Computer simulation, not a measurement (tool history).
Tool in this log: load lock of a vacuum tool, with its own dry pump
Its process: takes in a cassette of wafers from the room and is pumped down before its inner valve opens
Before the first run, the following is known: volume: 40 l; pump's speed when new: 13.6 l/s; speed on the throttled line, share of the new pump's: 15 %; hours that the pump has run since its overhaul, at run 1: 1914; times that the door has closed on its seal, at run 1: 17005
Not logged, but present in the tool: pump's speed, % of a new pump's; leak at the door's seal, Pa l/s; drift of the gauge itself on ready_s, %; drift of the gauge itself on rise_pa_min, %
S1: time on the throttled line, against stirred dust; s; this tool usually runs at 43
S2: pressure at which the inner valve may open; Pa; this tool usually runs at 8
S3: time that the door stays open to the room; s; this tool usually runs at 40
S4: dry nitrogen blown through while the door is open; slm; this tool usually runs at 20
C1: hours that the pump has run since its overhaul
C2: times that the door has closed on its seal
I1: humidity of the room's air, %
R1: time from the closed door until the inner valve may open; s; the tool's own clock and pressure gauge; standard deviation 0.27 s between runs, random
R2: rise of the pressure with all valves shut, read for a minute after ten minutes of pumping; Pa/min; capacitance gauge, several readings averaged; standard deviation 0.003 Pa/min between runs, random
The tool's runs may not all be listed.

{"run": 1, "hour": 0.0, "S1": 43, "S2": 8, "S3": 40, "S4": 20, "C1": 1914, "C2": 17005, "I1": 44.5, "R1": 65.4, "R2": 0.073}
{"run": 2, "hour": 102.0, "S1": 43, "S2": 13, "S3": 40, "S4": 20, "C1": 2016, "C2": 17280, "I1": 47.2, "R1": 63.9, "R2": 0.077}
{"run": 3, "hour": 149.5, "S1": 43, "S2": 8, "S3": 40, "S4": 20, "C1": 2063, "C2": 17407, "I1": 44.0, "R1": 65.1, "R2": 0.077}
{"run": 4, "hour": 201.6, "S1": 43, "S2": 8, "S3": 40, "S4": 20, "C1": 2115, "C2": 17547, "I1": 39.7, "R1": 64.7, "R2": 0.07}
{"run": 5, "hour": 286.1, "S1": 75, "S2": 8, "S3": 40, "S4": 20, "C1": 2200, "C2": 17774, "I1": 46.0, "R1": 91.6, "R2": 0.075}
{"run": 6, "hour": 361.3, "S1": 75, "S2": 8, "S3": 40, "S4": 20, "C1": 2275, "C2": 17977, "I1": 44.3, "R1": 92.4, "R2": 0.077}
{"run": 7, "hour": 427.5, "S1": 75, "S2": 15, "S3": 40, "S4": 20, "C1": 2341, "C2": 18154, "I1": 43.6, "R1": 89.8, "R2": 0.079}
{"run": 8, "hour": 494.1, "S1": 75, "S2": 15, "S3": 40, "S4": 20, "C1": 2408, "C2": 18334, "I1": 45.1, "R1": 90.1, "R2": 0.084}
{"run": 9, "hour": 577.6, "S1": 75, "S2": 15, "S3": 40, "S4": 20, "C1": 2491, "C2": 18558, "I1": 44.4, "R1": 89.7, "R2": 0.079}
{"run": 10, "hour": 676.3, "S1": 69, "S2": 8, "S3": 40, "S4": 20, "C1": 2590, "C2": 18823, "I1": 43.8, "R1": 86.6, "R2": 0.078}
{"run": 11, "hour": 719.6, "S1": 69, "S2": 8, "S3": 40, "S4": 20, "C1": 2633, "C2": 18940, "I1": 42.6, "R1": 86.8, "R2": 0.083}
{"run": 12, "hour": 813.3, "S1": 43, "S2": 8, "S3": 40, "S4": 39, "C1": 2727, "C2": 19192, "I1": 44.2, "R1": 64.9, "R2": 0.072}
{"run": 13, "hour": 909.4, "S1": 37, "S2": 8, "S3": 40, "S4": 20, "C1": 2823, "C2": 19450, "I1": 44.5, "R1": 60.4, "R2": 0.08}
{"run": 14, "hour": 1009.7, "S1": 64, "S2": 13, "S3": 93, "S4": 8, "C1": 2923, "C2": 19719, "I1": 44.4, "R1": 81.2, "R2": 0.115}
{"run": 15, "hour": 1081.0, "S1": 51, "S2": 8, "S3": 68, "S4": 21, "C1": 2995, "C2": 19911, "I1": 49.1, "R1": 71.9, "R2": 0.091}
{"run": 16, "hour": 1165.8, "S1": 51, "S2": 8, "S3": 68, "S4": 21, "C1": 3079, "C2": 20139, "I1": 44.3, "R1": 72.0, "R2": 0.094}
{"run": 17, "hour": 1258.6, "S1": 51, "S2": 8, "S3": 68, "S4": 21, "C1": 3172, "C2": 20389, "I1": 44.7, "R1": 72.3, "R2": 0.093}
{"run": 18, "hour": 1317.1, "S1": 50, "S2": 8, "S3": 41, "S4": 21, "C1": 3231, "C2": 20546, "I1": 42.8, "R1": 71.3, "R2": 0.082}
{"run": 19, "hour": 1420.0, "S1": 35, "S2": 9, "S3": 40, "S4": 20, "C1": 3334, "C2": 20822, "I1": 48.0, "R1": 58.2, "R2": 0.088}
{"run": 20, "hour": 1503.1, "S1": 43, "S2": 9, "S3": 201, "S4": 20, "C1": 3417, "C2": 21046, "I1": 45.0, "R1": 65.0, "R2": 0.113}
{"run": 21, "hour": 1585.8, "S1": 43, "S2": 9, "S3": 201, "S4": 20, "C1": 3499, "C2": 21268, "I1": 45.9, "R1": 64.8, "R2": 0.116}
{"run": 22, "hour": 1632.7, "S1": 29, "S2": 11, "S3": 26, "S4": 28, "C1": 3546, "C2": 21394, "I1": 44.1, "R1": 52.8, "R2": 0.082}
{"run": 23, "hour": 1703.4, "S1": 29, "S2": 11, "S3": 26, "S4": 28, "C1": 3617, "C2": 21584, "I1": 43.7, "R1": 52.5, "R2": 0.087}
{"run": 24, "hour": 1787.0, "S1": 66, "S2": 8, "S3": 57, "S4": 23, "C1": 3701, "C2": 21809, "I1": 47.8, "R1": 84.7, "R2": 0.101}
{"run": 25, "hour": 1871.3, "S1": 42, "S2": 7, "S3": 32, "S4": 23, "C1": 3785, "C2": 22035, "I1": 45.8, "R1": 64.9, "R2": 0.09}

Consider 3 possible next runs. They are alternatives, not a sequence: every one starts from the tool as it was left by run 25. What does each give?
{"run": "A", "hour": 1935.0, "S1": 43, "S2": 8, "S3": 27, "S4": 22, "C1": 3849, "C2": 22207, "I1": 38.8, "R1": "?", "R2": "?"}
{"run": "B", "hour": 1935.0, "S1": 43, "S2": 8, "S3": 107, "S4": 20, "C1": 3849, "C2": 22207, "I1": 43.4, "R1": "?", "R2": "?"}
{"run": "C", "hour": 1935.0, "S1": 43, "S2": 8, "S3": 40, "S4": 6, "C1": 3849, "C2": 22207, "I1": 44.8, "R1": "?", "R2": "?"}

run=A R1=66.1 R2=0.092
run=B R1=65.0 R2=0.103
run=C R1=65.1 R2=0.112
Stripped of hidden state, with their random variation kept, the same runs would have yielded:
run=A R1=64.9 R2=0.018
run=B R1=63.9 R2=0.029
run=C R1=63.9 R2=0.037

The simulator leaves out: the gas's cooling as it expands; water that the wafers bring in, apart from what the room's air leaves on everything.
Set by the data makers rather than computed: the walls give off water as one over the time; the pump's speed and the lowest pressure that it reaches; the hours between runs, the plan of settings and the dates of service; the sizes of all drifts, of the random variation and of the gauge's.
